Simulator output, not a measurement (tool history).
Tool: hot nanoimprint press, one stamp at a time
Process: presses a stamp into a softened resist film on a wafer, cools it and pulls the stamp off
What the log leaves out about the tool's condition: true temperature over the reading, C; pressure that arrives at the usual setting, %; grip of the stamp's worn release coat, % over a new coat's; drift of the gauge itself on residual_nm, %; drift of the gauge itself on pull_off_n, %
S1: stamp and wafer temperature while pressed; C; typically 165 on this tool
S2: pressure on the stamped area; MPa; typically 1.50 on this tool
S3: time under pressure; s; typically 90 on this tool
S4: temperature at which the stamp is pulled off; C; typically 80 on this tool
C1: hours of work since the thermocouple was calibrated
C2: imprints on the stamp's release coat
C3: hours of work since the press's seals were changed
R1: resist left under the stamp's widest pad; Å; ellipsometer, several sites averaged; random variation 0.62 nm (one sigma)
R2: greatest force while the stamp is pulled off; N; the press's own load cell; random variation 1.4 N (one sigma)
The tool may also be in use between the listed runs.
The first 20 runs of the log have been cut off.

{"day": 10.017, "done": "plate thermocouple calibrated"}
{"run": 21, "day": 10.625, "S1": 157, "S2": 1.77, "S3": 111, "S4": 66, "C1": 8, "C2": 435, "C3": 177, "R1": 2453, "R2": 201}
{"run": 22, "day": 11.071, "S1": 157, "S2": 1.77, "S3": 111, "S4": 67, "C1": 14, "C2": 471, "C3": 183, "R1": 2461, "R2": 202}
{"run": 23, "day": 11.346, "S1": 165, "S2": 1.77, "S3": 162, "S4": 67, "C1": 18, "C2": 494, "C3": 187, "R1": 1675, "R2": 201}
{"day": 11.992, "done": "stamp cleaned and given a new release coat"}
{"run": 24, "day": 12.012, "S1": 171, "S2": 1.98, "S3": 59, "S4": 75, "C1": 24, "C2": 2, "C3": 193, "R1": 1943, "R2": 157}
{"run": 25, "day": 12.525, "S1": 165, "S2": 1.54, "S3": 90, "S4": 80, "C1": 31, "C2": 44, "C3": 200, "R1": 2213, "R2": 141}
{"run": 26, "day": 12.808, "S1": 175, "S2": 1.54, "S3": 90, "S4": 65, "C1": 35, "C2": 68, "C3": 204, "R1": 1660, "R2": 196}
{"day": 13.375, "done": "plate thermocouple calibrated, once more"}
{"run": 27, "day": 13.588, "S1": 159, "S2": 1.54, "S3": 90, "S4": 65, "C1": 3, "C2": 122, "C3": 213, "R1": 2570, "R2": 195}
{"run": 28, "day": 14.112, "S1": 165, "S2": 1.5, "S3": 79, "S4": 76, "C1": 10, "C2": 165, "C3": 220, "R1": 2309, "R2": 156}
{"run": 29, "day": 14.679, "S1": 165, "S2": 1.5, "S3": 79, "S4": 76, "C1": 18, "C2": 212, "C3": 228, "R1": 2318, "R2": 157}
{"run": 30, "day": 15.204, "S1": 165, "S2": 1.5, "S3": 100, "S4": 76, "C1": 25, "C2": 256, "C3": 235, "R1": 2134, "R2": 160}

3 options for the next run, each taken on its own from the tool as it stands now. Forecast them:
{"run": "A", "day": 15.479, "S1": 165, "S2": 2.01, "S3": 90, "S4": 65, "C1": 29, "C2": 278, "C3": 239, "R1": "?", "R2": "?"}
{"run": "B", "day": 15.479, "S1": 171, "S2": 1.5, "S3": 88, "S4": 80, "C1": 29, "C2": 278, "C3": 239, "R1": "?", "R2": "?"}
{"run": "C", "day": 15.479, "S1": 176, "S2": 1.72, "S3": 100, "S4": 73, "C1": 29, "C2": 278, "C3": 239, "R1": "?", "R2": "?"}

run=A R1=1949 R2=200
run=B R1=1878 R2=147
run=C R1=1449 R2=172
With no hidden state in the tool, these same runs would have given:
run=A R1=1916 R2=190
run=B R1=1850 R2=140
run=C R1=1425 R2=164

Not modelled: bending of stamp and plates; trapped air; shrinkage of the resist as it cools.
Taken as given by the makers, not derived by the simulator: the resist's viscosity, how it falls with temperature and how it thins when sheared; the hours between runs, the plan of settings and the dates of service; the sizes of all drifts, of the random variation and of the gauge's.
